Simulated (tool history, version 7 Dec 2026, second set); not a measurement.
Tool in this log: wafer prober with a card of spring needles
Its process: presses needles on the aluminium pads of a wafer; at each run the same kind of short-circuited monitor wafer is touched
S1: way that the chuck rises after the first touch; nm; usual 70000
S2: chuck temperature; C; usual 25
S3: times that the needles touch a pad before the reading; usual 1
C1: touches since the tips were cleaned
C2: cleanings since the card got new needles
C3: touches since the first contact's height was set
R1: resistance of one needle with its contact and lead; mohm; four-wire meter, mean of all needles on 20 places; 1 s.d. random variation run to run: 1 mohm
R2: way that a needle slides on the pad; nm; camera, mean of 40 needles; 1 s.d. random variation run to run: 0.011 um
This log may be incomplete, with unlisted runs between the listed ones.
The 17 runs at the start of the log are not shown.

run	day	S1	S2	S3	C1	C2	C3	R1	R2
# day 5.567: tips cleaned on abrasive film
18	5.738	57000	25	1	1678	20	26195	174	8090
# day 6.217: tips cleaned on abrasive film
19	6.221	57000	25	1	24	21	30946	171	8070
20	6.479	57000	25	1	2598	21	33520	178	8070
21	6.733	82000	25	1	5115	21	36037	175	11630
# day 6.892: tips cleaned on abrasive film
22	7.192	82000	25	1	2982	22	40563	172	11610
# day 7.55: tips cleaned on abrasive film
23	7.679	80000	106	2	1294	23	45342	185	11320
24	8.167	70000	33	2	6131	23	50179	175	9890
# day 8.217: tips cleaned on abrasive film
25	8.496	70000	33	2	2767	24	53413	174	9870
# day 8.871: tips cleaned on abrasive film
26	8.9	70000	33	2	260	25	57372	171	9880
27	9.408	59000	25	1	5320	25	62432	177	8320
# day 9.554: tips cleaned on abrasive film
28	9.621	73000	89	1	681	26	64502	182	10270
29	10.05	73000	89	1	4933	26	68754	190	10300
# day 10.225: tips cleaned on abrasive film
30	10.346	70000	87	2	1226	27	71669	186	9870
31	10.7	52000	25	2	4716	27	75159	177	7310
# day 10.867: tips cleaned on abrasive film
32	11.158	90000	31	3	2870	28	79662	171	12680
33	11.471	90000	31	1	6005	28	82797	175	12690
# day 11.538: tips cleaned on abrasive film
34	11.8	84000	25	1	2589	29	85994	173	11840
# day 12.192: tips cleaned on abrasive film
35	12.283	51000	25	1	897	30	90767	176	7130

Here are 3 independent what-if runs from the current tool condition. What would each one return?
A	12.554	61000	26	2	3586	30	93456	?	?
B	12.554	66000	78	2	3586	30	93456	?	?
C	12.554	70000	25	2	3586	30	93456	?	?

run	R1	R2
A	175	8550
B	183	9250
C	173	9820
What these runs would have given with no unlogged condition in the tool:
run	R1	R2
A	170	8680
B	179	9390
C	169	9950

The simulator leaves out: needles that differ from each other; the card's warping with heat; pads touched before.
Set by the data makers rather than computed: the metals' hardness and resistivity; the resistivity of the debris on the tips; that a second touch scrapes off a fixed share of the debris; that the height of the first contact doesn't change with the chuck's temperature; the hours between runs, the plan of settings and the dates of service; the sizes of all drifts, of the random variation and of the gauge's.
